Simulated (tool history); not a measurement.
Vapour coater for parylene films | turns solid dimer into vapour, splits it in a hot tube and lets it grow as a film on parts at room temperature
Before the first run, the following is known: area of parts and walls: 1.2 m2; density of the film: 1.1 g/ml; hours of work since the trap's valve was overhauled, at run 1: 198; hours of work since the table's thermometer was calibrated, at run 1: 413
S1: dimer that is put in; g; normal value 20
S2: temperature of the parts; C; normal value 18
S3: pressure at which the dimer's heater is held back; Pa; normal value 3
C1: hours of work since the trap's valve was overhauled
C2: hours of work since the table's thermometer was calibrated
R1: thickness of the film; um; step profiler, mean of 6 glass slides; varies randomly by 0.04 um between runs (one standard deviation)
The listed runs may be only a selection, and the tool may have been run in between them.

Run 1, day 0: usual settings; C1 198; C2 413. Result: R1 12.42 um.
Run 2, day 0.792: usual settings; C1 209; C2 424. Result: R1 12.33 um.
Run 3, day 1.758: usual settings but S2 20 C; C1 222; C2 438. Result: R1 11.49 um.
Run 4, day 2.342: usual settings but S2 29 C; C1 230; C2 446. Result: R1 8.11 um.
Run 5, day 3.5: usual settings; C1 246; C2 462. Result: R1 12.27 um.
Run 6, day 4.042: usual settings; C1 254; C2 469. Result: R1 12.34 um.
Run 7, day 4.875: usual settings but S3 6.16 Pa; C1 265; C2 481. Result: R1 10.62 um.
At day 5.154: trap's valve overhauled.
Run 8, day 6.171: usual settings but S2 15 C, S3 6.16 Pa; C1 14; C2 497. Result: R1 11.91 um.
Run 9, day 7.258: usual settings but S2 15 C, S3 6.16 Pa; C1 29; C2 512. Result: R1 11.97 um.
Run 10, day 8.296: usual settings but S2 15 C, S3 6.16 Pa; C1 44; C2 526. Result: R1 11.91 um.
Run 11, day 8.846: usual settings but S2 15 C, S3 6.16 Pa; C1 51; C2 534. Result: R1 11.93 um.
Run 12, day 9.908: usual settings; C1 66; C2 548. Result: R1 12.4 um.
Run 13, day 10.55: usual settings but S3 6.6 Pa; C1 75; C2 557. Result: R1 10.52 um.
Run 14, day 11.529: usual settings; C1 88; C2 571. Result: R1 12.38 um.
Run 15, day 12.488: usual settings; C1 102; C2 584. Result: R1 12.33 um.
Run 16, day 13.183: usual settings but S3 10.84 Pa; C1 111; C2 594. Result: R1 9.51 um.
Run 17, day 13.883: usual settings but S1 12 g, S3 10.84 Pa; C1 121; C2 604. Result: R1 5.65 um.
Run 18, day 14.517: usual settings; C1 130; C2 612. Result: R1 12.42 um.
Run 19, day 15.688: usual settings but S2 24 C, S3 8.84 Pa; C1 146; C2 629. Result: R1 7.85 um.
Run 20, day 16.829: usual settings but S2 24 C, S3 2.37 Pa; C1 162; C2 644. Result: R1 10.29 um.
Run 21, day 17.95: usual settings but S1 26 g, S2 26 C; C1 177; C2 660. Result: R1 11.86 um.
Run 22, day 19: usual settings but S3 2.6 Pa; C1 192; C2 675. Result: R1 12.76 um.
Run 23, day 19.833: usual settings but S2 20 C, S3 7.57 Pa; C1 204; C2 686. Result: R1 9.48 um.
Run 24, day 20.467: usual settings but S1 12 g, S3 2.3 Pa; C1 212; C2 695. Result: R1 7.83 um.
Run 25, day 21.317: usual settings but S1 11 g, S2 13 C; C1 224; C2 707. Result: R1 8.17 um.
Run 26, day 22.017: usual settings but S1 11 g, S2 13 C; C1 234; C2 716. Result: R1 8.1 um.
Run 27, day 22.65: usual settings but S2 16 C; C1 243; C2 725. Result: R1 13.31 um.
Run 28, day 23.9: usual settings but S1 30 g, S2 15 C, S3 9.57 Pa; C1 260; C2 742. Result: R1 16.28 um.
At day 24.538: trap's valve overhauled.
Run 29, day 25.062: usual settings but S1 36 g, S2 24 C, S3 10.89 Pa; C1 7; C2 756. Result: R1 13.52 um.
Run 30, day 25.767: usual settings but S1 9 g, S2 24 C, S3 11.54 Pa; C1 17; C2 766. Result: R1 3.34 um.
Run 31, day 26.338: usual settings but S2 24 C, S3 4.41 Pa; C1 25; C2 774. Result: R1 9.09 um.
Run 32, day 26.975: usual settings but S1 35 g, S2 24 C, S3 4.14 Pa; C1 34; C2 783. Result: R1 16.17 um.
Run 33, day 28.2: usual settings but S1 35 g, S2 24 C, S3 5.68 Pa; C1 51; C2 800. Result: R1 15.22 um.
Run 34, day 29: usual settings but S3 10.86 Pa; C1 62; C2 811. Result: R1 9.45 um.
Run 35, day 29.867: usual settings but S2 20 C, S3 11.75 Pa; C1 74; C2 823. Result: R1 8.62 um.
Run 36, day 30.708: usual settings but S3 6.04 Pa; C1 86; C2 835. Result: R1 10.67 um.

3 ways to go on from here, each from the tool as it stands after run 36. What would each give?
Run A, day 31.35: usual settings but S1 17 g, S3 3.82 Pa; C1 94; C2 843. Result: R1 ?.
Run B, day 31.35: usual settings but S1 12 g, S3 6.04 Pa; C1 94; C2 843. Result: R1 ?.
Run C, day 31.35: usual settings but S1 13 g, S2 14 C, S3 2.1 Pa; C1 94; C2 843. Result: R1 ?.

run     R1
  A  10.02
  B    6.4
  C   9.65
With the hidden condition removed and each run's random variation left untouched, the same runs would have given:
run     R1
  A  10.02
  B    6.4
  C   9.66
